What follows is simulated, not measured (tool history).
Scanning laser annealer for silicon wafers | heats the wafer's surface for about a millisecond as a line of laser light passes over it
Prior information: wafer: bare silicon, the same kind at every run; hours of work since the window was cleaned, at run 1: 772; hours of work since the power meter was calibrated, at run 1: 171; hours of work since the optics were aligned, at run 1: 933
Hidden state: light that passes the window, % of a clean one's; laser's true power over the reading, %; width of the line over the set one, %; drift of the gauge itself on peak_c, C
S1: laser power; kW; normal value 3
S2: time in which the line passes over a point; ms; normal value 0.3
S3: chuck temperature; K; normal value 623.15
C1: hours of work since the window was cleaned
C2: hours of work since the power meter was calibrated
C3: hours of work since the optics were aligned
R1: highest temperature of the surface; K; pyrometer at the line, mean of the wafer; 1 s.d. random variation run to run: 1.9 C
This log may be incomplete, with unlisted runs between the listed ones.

run,day,S1,S2,S3,C1,C2,C3,R1
1,0,3,0.3,623.15,772,171,933,1364.15
2,0.433,3,0.3,623.15,778,177,938,1363.15
3,1.217,3,0.3,595.15,788,186,948,1336.15
4,1.546,3,0.3,595.15,792,191,952,1334.15
5,1.921,2.913,0.3,623.15,797,195,957,1337.15
6,2.467,2.913,0.3,623.15,804,202,964,1334.15
7,3.054,2.913,0.3,623.15,811,210,971,1334.15
8,3.729,3,0.3,623.15,820,218,980,1365.15

Run 9, settings as shown, results not yet in. Your forecast:
9,4.275,3.235,0.225,623.15,827,225,987,?

Run 9 gave R1 1332.15 K.
With the hidden condition absent and the run-to-run variation left alone, this run would have shown R1 1378.15 K.
